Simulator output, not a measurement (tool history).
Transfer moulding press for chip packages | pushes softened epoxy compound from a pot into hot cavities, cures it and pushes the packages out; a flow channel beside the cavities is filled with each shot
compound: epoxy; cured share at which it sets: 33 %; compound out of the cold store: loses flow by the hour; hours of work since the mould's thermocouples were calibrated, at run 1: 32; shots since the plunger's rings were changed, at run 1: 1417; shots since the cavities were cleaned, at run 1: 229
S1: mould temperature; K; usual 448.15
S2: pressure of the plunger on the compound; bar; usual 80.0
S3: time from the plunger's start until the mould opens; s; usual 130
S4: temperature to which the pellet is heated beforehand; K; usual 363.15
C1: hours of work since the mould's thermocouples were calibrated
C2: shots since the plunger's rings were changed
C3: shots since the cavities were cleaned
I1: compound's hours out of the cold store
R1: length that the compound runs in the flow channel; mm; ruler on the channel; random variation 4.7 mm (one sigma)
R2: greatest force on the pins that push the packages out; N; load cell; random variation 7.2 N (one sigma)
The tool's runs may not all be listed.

Run 1, day 0.000: usual settings; C1 32; C2 1417; C3 229; I1 32.5. Result: R1 823 mm, R2 292 N.
Run 2, day 0.283: usual settings; C1 36; C2 1474; C3 286; I1 14.4. Result: R1 907 mm, R2 305 N.
Run 3, day 0.758: usual settings; C1 42; C2 1572; C3 384; I1 41.7. Result: R1 782 mm, R2 305 N.
Run 4, day 1.042: usual settings; C1 47; C2 1630; C3 442; I1 41.9. Result: R1 784 mm, R2 302 N.
Run 5, day 1.496: usual settings; C1 53; C2 1723; C3 535; I1 37.9. Result: R1 814 mm, R2 317 N.
At day 1.829: cavities cleaned with cleaning compound and waxed.
Run 6, day 1.962: usual settings but S2 68.1 bar; C1 59; C2 1805; C3 26; I1 34.0. Result: R1 761 mm, R2 307 N.
Run 7, day 2.262: usual settings but S2 68.1 bar; C1 63; C2 1867; C3 88; I1 31.5. Result: R1 759 mm, R2 303 N.
Run 8, day 2.538: usual settings but S2 68.1 bar; C1 67; C2 1924; C3 145; I1 24.0. Result: R1 796 mm, R2 310 N.
Run 9, day 2.883: usual settings but S1 453.15 K; C1 72; C2 1995; C3 216; I1 27.0. Result: R1 827 mm, R2 298 N.
Run 10, day 3.167: usual settings; C1 76; C2 2052; C3 273; I1 15.4. Result: R1 893 mm, R2 293 N.
Run 11, day 3.421: usual settings; C1 80; C2 2104; C3 325; I1 13.9. Result: R1 915 mm, R2 311 N.
Run 12, day 3.725: usual settings; C1 84; C2 2167; C3 388; I1 31.7. Result: R1 821 mm, R2 305 N.
Run 13, day 4.179: usual settings; C1 91; C2 2260; C3 481; I1 14.0. Result: R1 906 mm, R2 312 N.
Run 14, day 4.408: usual settings; C1 94; C2 2306; C3 527; I1 28.8. Result: R1 842 mm, R2 295 N.
At day 4.792: cavities cleaned with cleaning compound and waxed.
Run 15, day 4.950: usual settings; C1 101; C2 2404; C3 32; I1 34.7. Result: R1 816 mm, R2 310 N.
Run 16, day 5.358: usual settings but S1 441.15 K, S2 76.2 bar; C1 107; C2 2488; C3 116; I1 27.8. Result: R1 859 mm, R2 393 N.
Run 17, day 5.671: usual settings but S1 441.15 K, S2 76.2 bar; C1 111; C2 2552; C3 180; I1 24.6. Result: R1 866 mm, R2 399 N.
Run 18, day 6.104: usual settings but S1 441.15 K, S2 80.3 bar, S3 123 s; C1 118; C2 2641; C3 269; I1 38.2. Result: R1 828 mm, R2 409 N.
Run 19, day 6.338: usual settings but S1 453.15 K, S2 94.2 bar, S3 154 s, S4 369.15 K; C1 121; C2 2689; C3 317; I1 9.0. Result: R1 990 mm, R2 289 N.
Run 20, day 6.667: usual settings but S1 453.15 K, S2 94.2 bar, S3 154 s, S4 369.15 K; C1 126; C2 2757; C3 385; I1 26.7. Result: R1 898 mm, R2 289 N.
Run 21, day 7.012: usual settings but S1 453.15 K, S2 94.2 bar, S3 154 s, S4 369.15 K; C1 131; C2 2827; C3 455; I1 44.5. Result: R1 820 mm, R2 285 N.
Run 22, day 7.421: usual settings but S2 72.4 bar, S4 368.15 K; C1 137; C2 2911; C3 539; I1 21.5. Result: R1 835 mm, R2 306 N.
At day 7.746: cavities cleaned with cleaning compound and waxed.
Run 23, day 7.746: usual settings but S2 72.4 bar, S4 368.15 K; C1 140; C2 2964; C3 0; I1 18.0. Result: R1 841 mm, R2 312 N.
Run 24, day 7.950: usual settings but S1 444.15 K, S2 69.3 bar; C1 143; C2 3006; C3 42; I1 29.1. Result: R1 800 mm, R2 328 N.
Run 25, day 8.183: usual settings but S1 444.15 K, S2 69.3 bar; C1 147; C2 3054; C3 90; I1 15.0. Result: R1 868 mm, R2 348 N.
Run 26, day 8.546: usual settings but S1 444.15 K, S2 69.3 bar; C1 152; C2 3128; C3 164; I1 37.1. Result: R1 764 mm, R2 325 N.
Run 27, day 8.904: usual settings but S1 444.15 K, S2 69.3 bar; C1 157; C2 3202; C3 238; I1 33.1. Result: R1 783 mm, R2 342 N.

Forecast run 28:
Run 28, day 9.133: usual settings but S1 444.15 K, S2 69.3 bar; C1 160; C2 3249; C3 285; I1 41.2. Result: R1 ?, R2 ?.

{"run 28": {"R1": 747, "R2": 328}}
Without the tool's hidden state the same run would have given R1 748 mm, R2 327 N.
